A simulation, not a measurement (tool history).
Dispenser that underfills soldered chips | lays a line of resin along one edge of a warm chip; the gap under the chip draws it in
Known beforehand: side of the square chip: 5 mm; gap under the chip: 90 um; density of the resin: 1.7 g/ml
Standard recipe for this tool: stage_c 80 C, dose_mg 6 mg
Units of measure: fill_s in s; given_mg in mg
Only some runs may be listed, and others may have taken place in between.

run   hour  stage_c  dose_mg  fill_s  given_mg
  1      0       80        6       7      5.53
      14.7  -- new syringe of resin
  2   14.8       80        6     6.8      5.53
      30.3  -- new syringe of resin
  3   31.8       80        6     7.3       5.4
  4   43.4       80        6     9.6      5.45
      45.9  -- new syringe of resin
  5   53.9       80     7.68     8.3      6.81
      61.1  -- new syringe of resin
  6     70       80        6     9.2      5.26
      73.3  -- dispensing valve cleaned and set on the balance
      76.9  -- new syringe of resin
  7   78.4       80     5.47     7.2      5.42
  8   87.9       80        6     9.3      5.78
      92.1  -- new syringe of resin
  9   97.1       81        6     7.5      5.99
       107  -- new syringe of resin
 10  112.8       81        6     7.5       5.8
     121.9  -- new syringe of resin
 11  121.9       81        6     6.8      5.72
 12  133.8       81        6     8.9      5.84
     137.1  -- new syringe of resin
 13  142.9       81        6     8.1      5.77
     151.9  -- new syringe of resin
 14  151.9       81        6     6.8      5.75
 15  160.4       80      6.9     8.5      6.57
     166.8  -- new syringe of resin
 16  177.1       80        6       9      5.49
     181.9  -- new syringe of resin
 17  191.3       90     6.12       6      5.64
     197.4  -- new syringe of resin
 18  198.8       90     6.12       5      5.77
     213.2  -- new syringe of resin
 19  214.9       80        6     7.7      5.53
     228.3  -- new syringe of resin
 20  228.8       80        6     7.8      5.45
 21  239.6       80        6     9.7      5.46
     243.2  -- new syringe of resin
 22    248       79     6.38     8.7      5.83
     258.4  -- new syringe of resin
 23  262.8       66     6.44      15      5.67
     271.9  -- dispensing valve cleaned and set on the balance
     275.1  -- new syringe of resin
 24  280.1       66     6.44    15.4      6.38
     289.8  -- new syringe of resin
 25  291.8       91     7.19     4.5      7.08
 26  300.5       90     6.53     6.1      6.39
     305.5  -- new syringe of resin
 27    313       86     5.28     6.9      5.19
     320.6  -- new syringe of resin
 28  329.4       86     5.28     7.3      5.02
     336.2  -- new syringe of resin
 29  343.6       86     5.28     7.1      5.04
     351.9  -- new syringe of resin
 30  357.8       67      7.2      15       6.8
     367.6  -- new syringe of resin
 31    370       67      7.2    13.4       6.8

Results per run with the tool's hidden condition removed, run-to-run variation unchanged:
What the log doesn't record here: resin's viscosity, % of fresh resin's; dose that the valve gives, % of what is set; true chip temperature over the reading, C; drift of the gauge itself on fill_s, %; drift of the gauge itself on given_mg, %.
run  fill_s  given_mg
  1     6.8      5.98
  2     6.4      6.03
  3     6.8      5.96
  4     6.9      6.04
  5     6.6      7.62
  6     7.3      5.95
  7     6.8      5.44
  8     7.1      5.84
  9     6.5      6.08
 10     6.3      5.95
 11     6.6       5.9
 12     6.6      6.06
 13     6.8      6.02
 14     6.5      6.04
 15     6.7      6.94
 16     6.7      5.87
 17     4.5      6.07
 18     4.6      6.23
 19       7      6.03
 20     7.1         6
 21       7      6.05
 22     7.6      6.49
 23    12.6      6.38
 24    13.2      6.42
 25     4.1      7.18
 26     4.5      6.52
 27     5.5      5.33
 28     5.8      5.21
 29     5.7      5.26
 30      12      7.16
 31    11.8      7.22

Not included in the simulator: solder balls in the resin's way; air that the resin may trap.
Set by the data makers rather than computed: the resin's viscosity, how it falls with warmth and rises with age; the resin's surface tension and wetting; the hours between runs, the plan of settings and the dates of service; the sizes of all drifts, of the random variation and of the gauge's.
